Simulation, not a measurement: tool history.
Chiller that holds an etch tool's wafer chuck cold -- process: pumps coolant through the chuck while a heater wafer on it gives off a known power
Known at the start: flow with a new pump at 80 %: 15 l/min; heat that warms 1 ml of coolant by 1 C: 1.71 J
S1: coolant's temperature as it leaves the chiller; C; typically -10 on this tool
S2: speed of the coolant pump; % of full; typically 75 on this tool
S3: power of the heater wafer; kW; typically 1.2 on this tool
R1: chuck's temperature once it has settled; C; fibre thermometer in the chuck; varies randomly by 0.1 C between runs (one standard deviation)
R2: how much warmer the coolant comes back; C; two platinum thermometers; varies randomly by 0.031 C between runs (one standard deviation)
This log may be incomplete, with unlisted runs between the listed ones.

run,day,S1,S2,S3,R1,R2
1,0,-10,75,1.2,-1.1,3.03
2,2.125,-10,75,1.2,-1.3,3.07
3,4.104,-10,75,1.2,-1,3.08
4,5.762,-10,75,1.2,-1,3.07
5,7.938,-10,75,1.786,3.4,4.58
6,9.358,-10,75,0.822,-3.9,2.18
7,10.638,-17,75,1.2,-7.9,3.11
8,12.408,-17,75,1.2,-8,3.17
9,14.117,-10,75,1.2,-1.1,3.16
10,15.754,-10,75,1.2,-1.1,3.25
11,16.992,-13,75,1.2,-4.2,3.23
12,18.696,-15,82,1.777,-2.9,4.26
13,20.471,-15,82,1.2,-6.8,2.96
14,22.171,-15,82,1.2,-6.6,3.02
15,23.292,-15,89,1.189,-7.3,2.72
16,24.462,-15,83,0.677,-10.4,1.79
17,26.067,-15,83,0.677,-10.6,1.82
# day 27.283: gauge calibrated
18,27.4,-9,76,1.004,-1.3,2.52
19,28.617,-2,62,1.2,8.4,3.66
20,29.871,-2,62,1.2,8.5,3.74
21,31.158,-2,62,1.2,8.3,3.7

Consider 4 possible next runs. They are alternatives, not a sequence: every one starts from the tool as it was left by run 21. What does each give?
A,32.071,-10,98,1.2,?,?
B,32.071,-2,62,1.2,?,?
C,32.071,-6,65,1.379,?,?
D,32.071,-11,97,1.211,?,?

run,R1,R2
A,-2.9,2.3
B,8.5,3.74
C,5.4,4.09
D,-4,2.37
Take away the tool's hidden state, keep each run's random variation, and the runs would have read:
run,R1,R2
A,-2.9,2.24
B,8.5,3.69
C,5.3,4.04
D,-4,2.32

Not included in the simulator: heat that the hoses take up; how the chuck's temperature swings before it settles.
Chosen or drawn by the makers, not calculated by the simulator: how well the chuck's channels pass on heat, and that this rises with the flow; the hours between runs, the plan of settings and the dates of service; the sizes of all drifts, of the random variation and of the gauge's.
